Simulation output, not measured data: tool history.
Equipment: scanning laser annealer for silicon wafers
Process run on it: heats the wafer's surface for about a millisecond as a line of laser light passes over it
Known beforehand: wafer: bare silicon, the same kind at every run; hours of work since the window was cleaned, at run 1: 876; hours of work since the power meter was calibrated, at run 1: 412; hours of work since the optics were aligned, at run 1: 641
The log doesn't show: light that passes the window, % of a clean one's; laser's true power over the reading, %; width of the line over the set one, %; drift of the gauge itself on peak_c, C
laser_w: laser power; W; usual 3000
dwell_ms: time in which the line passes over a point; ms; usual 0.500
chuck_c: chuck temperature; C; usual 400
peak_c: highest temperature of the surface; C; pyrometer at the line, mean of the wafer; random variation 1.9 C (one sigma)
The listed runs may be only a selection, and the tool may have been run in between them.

run	hour	laser_w	dwell_ms	chuck_c	hours of work since the window was cleaned	hours of work since the power meter was calibrated	hours of work since the optics were aligned	peak_c
1	0.0	3000	0.500	400	876	412	641	1184
2	11.3	3000	0.500	400	883	420	648	1184
3	32.7	3000	0.500	400	897	434	662	1185
4	52.8	3000	0.360	400	910	447	676	1072
5	67.7	3000	0.500	396	920	457	685	1181
6	78.9	3000	0.500	423	927	464	693	1209
7	99.2	3000	0.500	412	940	477	706	1193
# hour 112.4: optics aligned, line set to its width
8	123.5	3000	0.500	400	953	490	7	1187
9	142.9	3000	0.500	400	966	503	20	1182
10	166.8	3000	0.500	400	981	518	36	1184
# hour 183.1: window over the wafer cleaned
11	189.2	3000	0.500	400	4	532	49	1183
12	209.3	3000	0.500	400	17	545	62	1188
13	224.5	3000	0.500	400	27	555	72	1187
14	240.4	3000	0.500	425	37	565	82	1211
15	261.2	3282	0.611	431	51	579	96	1404
16	280.8	3282	0.611	431	64	591	109	1406
17	304.8	3282	0.611	431	80	607	124	1402
18	322.6	2651	0.485	400	91	619	136	1056
19	343.1	2922	0.584	370	105	632	150	1189
20	366.2	3225	0.414	370	120	647	165	1167
21	388.4	3000	0.476	425	134	662	179	1193
22	402.5	3000	0.476	425	144	671	188	1195
23	416.1	2661	0.476	405	152	680	197	1060
24	439.1	2661	0.476	405	167	695	212	1059
25	453.6	3000	0.609	427	177	704	222	1282
26	469.4	3000	0.561	426	187	715	232	1256
27	490.2	3152	0.500	400	201	728	246	1241

Alternative continuations, all from the tool just after run 27; predict every row:
A	500.3	2889	0.351	372	207	735	252	?
B	500.3	2861	0.380	400	207	735	252	?
C	500.3	3292	0.500	400	207	735	252	?

run	peak_c
A	1006
B	1051
C	1293
With the hidden condition removed and each run's random variation left untouched, the same runs would have given:
run	peak_c
A	1006
B	1051
C	1294
